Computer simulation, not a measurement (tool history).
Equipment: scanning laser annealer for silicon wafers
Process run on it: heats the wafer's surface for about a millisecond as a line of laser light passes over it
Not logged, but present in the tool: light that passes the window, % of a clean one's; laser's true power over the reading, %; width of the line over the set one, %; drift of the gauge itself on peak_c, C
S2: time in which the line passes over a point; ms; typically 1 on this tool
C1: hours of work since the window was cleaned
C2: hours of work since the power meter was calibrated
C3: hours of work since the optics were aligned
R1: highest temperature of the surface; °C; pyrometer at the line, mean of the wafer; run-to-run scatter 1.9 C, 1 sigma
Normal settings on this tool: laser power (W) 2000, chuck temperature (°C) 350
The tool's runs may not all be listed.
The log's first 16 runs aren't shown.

run 17 hour=114.6 | laser_power_(W)=1832 S2=1 chuck_temperature_(°C)=364 | C1=190 C2=306 C3=73 | R1=1091
run 18 hour=119.4 | laser_power_(W)=1832 S2=1 chuck_temperature_(°C)=364 | C1=193 C2=309 C3=76 | R1=1089
run 19 hour=129.1 | laser_power_(W)=1847 S2=1 chuck_temperature_(°C)=350 | C1=199 C2=315 C3=81 | R1=1081
run 20 hour=135.9 | laser_power_(W)=1704 S2=1 chuck_temperature_(°C)=350 | C1=203 C2=319 C3=86 | R1=1012
run 21 hour=142.1 | laser_power_(W)=1704 S2=1 chuck_temperature_(°C)=350 | C1=207 C2=323 C3=90 | R1=1011
run 22 hour=151.9 | laser_power_(W)=1704 S2=1 chuck_temperature_(°C)=350 | C1=213 C2=329 C3=96 | R1=1011
run 23 hour=156.3 | laser_power_(W)=1704 S2=1 chuck_temperature_(°C)=350 | C1=216 C2=332 C3=98 | R1=1012
run 24 hour=165.7 | laser_power_(W)=1852 S2=0.94 chuck_temperature_(°C)=322 | C1=222 C2=337 C3=104 | R1=1030
run 25 hour=172.5 | laser_power_(W)=1852 S2=0.94 chuck_temperature_(°C)=322 | C1=226 C2=342 C3=108 | R1=1031
run 26 hour=180.7 | laser_power_(W)=1852 S2=0.94 chuck_temperature_(°C)=322 | C1=231 C2=347 C3=113 | R1=1032
run 27 hour=186.3 | laser_power_(W)=1922 S2=0.75 chuck_temperature_(°C)=317 | C1=234 C2=350 C3=117 | R1=980
run 28 hour=194.7 | laser_power_(W)=1751 S2=1.24 chuck_temperature_(°C)=350 | C1=240 C2=355 C3=122 | R1=1107
run 29 hour=203.3 | laser_power_(W)=1751 S2=1.24 chuck_temperature_(°C)=350 | C1=245 C2=361 C3=127 | R1=1108
run 30 hour=209.2 | laser_power_(W)=2000 S2=1.02 chuck_temperature_(°C)=348 | C1=248 C2=364 C3=131 | R1=1159
run 31 hour=214.9 | laser_power_(W)=2005 S2=1.02 chuck_temperature_(°C)=356 | C1=252 C2=368 C3=134 | R1=1171
run 32 hour=223.3 | laser_power_(W)=1906 S2=1.06 chuck_temperature_(°C)=312 | C1=257 C2=373 C3=140 | R1=1092
run 33 hour=228.9 | laser_power_(W)=1906 S2=1.06 chuck_temperature_(°C)=312 | C1=261 C2=376 C3=143 | R1=1092
run 34 hour=236.7 | laser_power_(W)=1906 S2=1.06 chuck_temperature_(°C)=312 | C1=265 C2=381 C3=148 | R1=1090
run 35 hour=244.2 | laser_power_(W)=2143 S2=1.25 chuck_temperature_(°C)=340 | C1=270 C2=386 C3=153 | R1=1319
run 36 hour=253.5 | laser_power_(W)=1848 S2=0.77 chuck_temperature_(°C)=341 | C1=276 C2=392 C3=158 | R1=978
run 37 hour=260.5 | laser_power_(W)=2000 S2=0.93 chuck_temperature_(°C)=332 | C1=280 C2=396 C3=163 | R1=1107
run 38 hour=267.6 | laser_power_(W)=2000 S2=1.15 chuck_temperature_(°C)=368 | C1=285 C2=400 C3=167 | R1=1225
run 39 hour=273.7 | laser_power_(W)=2000 S2=0.91 chuck_temperature_(°C)=339 | C1=288 C2=404 C3=171 | R1=1101
run 40 hour=280.8 | laser_power_(W)=2000 S2=0.91 chuck_temperature_(°C)=339 | C1=293 C2=408 C3=175 | R1=1106
run 41 hour=289.4 | laser_power_(W)=2000 S2=0.88 chuck_temperature_(°C)=318 | C1=298 C2=414 C3=180 | R1=1068

4 ways to go on from here, each from the tool as it stands after run 41. What would each give?
run A hour=294 | laser_power_(W)=2190 S2=0.88 chuck_temperature_(°C)=318 | C1=301 C2=417 C3=183 | R1=?
run B hour=294 | laser_power_(W)=1936 S2=0.79 chuck_temperature_(°C)=314 | C1=301 C2=417 C3=183 | R1=?
run C hour=294 | laser_power_(W)=2000 S2=0.71 chuck_temperature_(°C)=350 | C1=301 C2=417 C3=183 | R1=?
run D hour=294 | laser_power_(W)=1880 S2=0.81 chuck_temperature_(°C)=350 | C1=301 C2=417 C3=183 | R1=?

run=A R1=1159
run=B R1=996
run=C R1=1023
run=D R1=1015
Without the tool's hidden state the same runs would have given:
run=A R1=1194
run=B R1=1024
run=C R1=1051
run=D R1=1043

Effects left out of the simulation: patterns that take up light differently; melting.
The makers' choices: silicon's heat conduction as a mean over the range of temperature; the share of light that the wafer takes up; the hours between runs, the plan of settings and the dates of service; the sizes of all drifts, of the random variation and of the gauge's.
